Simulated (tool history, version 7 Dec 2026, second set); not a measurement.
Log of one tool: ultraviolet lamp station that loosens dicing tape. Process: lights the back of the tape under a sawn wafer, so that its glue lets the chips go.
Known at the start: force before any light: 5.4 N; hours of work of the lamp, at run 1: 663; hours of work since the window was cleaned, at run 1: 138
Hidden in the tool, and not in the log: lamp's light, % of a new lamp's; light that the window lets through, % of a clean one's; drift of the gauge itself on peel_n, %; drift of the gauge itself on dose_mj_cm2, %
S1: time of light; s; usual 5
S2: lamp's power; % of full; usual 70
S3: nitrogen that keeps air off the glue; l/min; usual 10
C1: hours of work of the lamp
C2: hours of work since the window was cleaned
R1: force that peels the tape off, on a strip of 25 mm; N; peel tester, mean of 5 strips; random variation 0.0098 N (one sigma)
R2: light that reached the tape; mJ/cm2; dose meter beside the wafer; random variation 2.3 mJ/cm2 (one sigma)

| run | day | S1 | S2 | S3 | C1 | C2 | R1 | R2 |
|---|---|---|---|---|---|---|---|---|
| 1 | 0.000 | 5 | 70 | 10 | 663 | 138 | 0.411 | 222 |
| 2 | 1.454 | 5 | 70 | 10 | 678 | 152 | 0.424 | 225 |
| 3 | 4.617 | 5 | 70 | 17 | 710 | 184 | 0.321 | 221 |
| 4 | 6.204 | 5 | 70 | 17 | 726 | 200 | 0.330 | 223 |
| 5 | 7.546 | 5 | 70 | 17 | 739 | 214 | 0.319 | 225 |
| 6 | 9.996 | 9 | 70 | 17 | 764 | 238 | 0.177 | 392 |
|  | 11.050 | window cleaned of glue's vapour |
| 7 | 12.392 | 5 | 70 | 10 | 788 | 14 | 0.424 | 221 |
| 8 | 14.546 | 2 | 70 | 10 | 809 | 35 | 1.746 | 86 |
| 9 | 15.925 | 10 | 70 | 5 | 823 | 49 | 0.229 | 443 |
| 10 | 17.842 | 10 | 70 | 5 | 842 | 68 | 0.223 | 440 |
| 11 | 20.888 | 10 | 70 | 5 | 873 | 99 | 0.215 | 439 |
| 12 | 23.546 | 2 | 63 | 12 | 900 | 126 | 1.787 | 79 |
| 13 | 26.525 | 10 | 63 | 12 | 930 | 156 | 0.188 | 397 |
| 14 | 27.846 | 8 | 73 | 10 | 943 | 169 | 0.203 | 368 |
| 15 | 29.829 | 5 | 82 | 10 | 963 | 189 | 0.327 | 259 |

5 ways to go on from here, each from the tool as it stands after run 15. What would each give?
| A | 31.192 | 2 | 70 | 10 | 977 | 203 | ? | ? |
| B | 31.192 | 9 | 82 | 16 | 977 | 203 | ? | ? |
| C | 31.192 | 5 | 70 | 12 | 977 | 203 | ? | ? |
| D | 31.192 | 2 | 82 | 6 | 977 | 203 | ? | ? |
| E | 31.192 | 8 | 74 | 9 | 977 | 203 | ? | ? |

| run | R1 | R2 |
|---|---|---|
| A | 1.732 | 92 |
| B | 0.190 | 463 |
| C | 0.389 | 220 |
| D | 1.747 | 103 |
| E | 0.211 | 375 |
Without the tool's hidden state the same runs would have given:
| run | R1 | R2 |
|---|---|---|
| A | 1.729 | 92 |
| B | 0.190 | 464 |
| C | 0.388 | 220 |
| D | 1.744 | 103 |
| E | 0.211 | 376 |

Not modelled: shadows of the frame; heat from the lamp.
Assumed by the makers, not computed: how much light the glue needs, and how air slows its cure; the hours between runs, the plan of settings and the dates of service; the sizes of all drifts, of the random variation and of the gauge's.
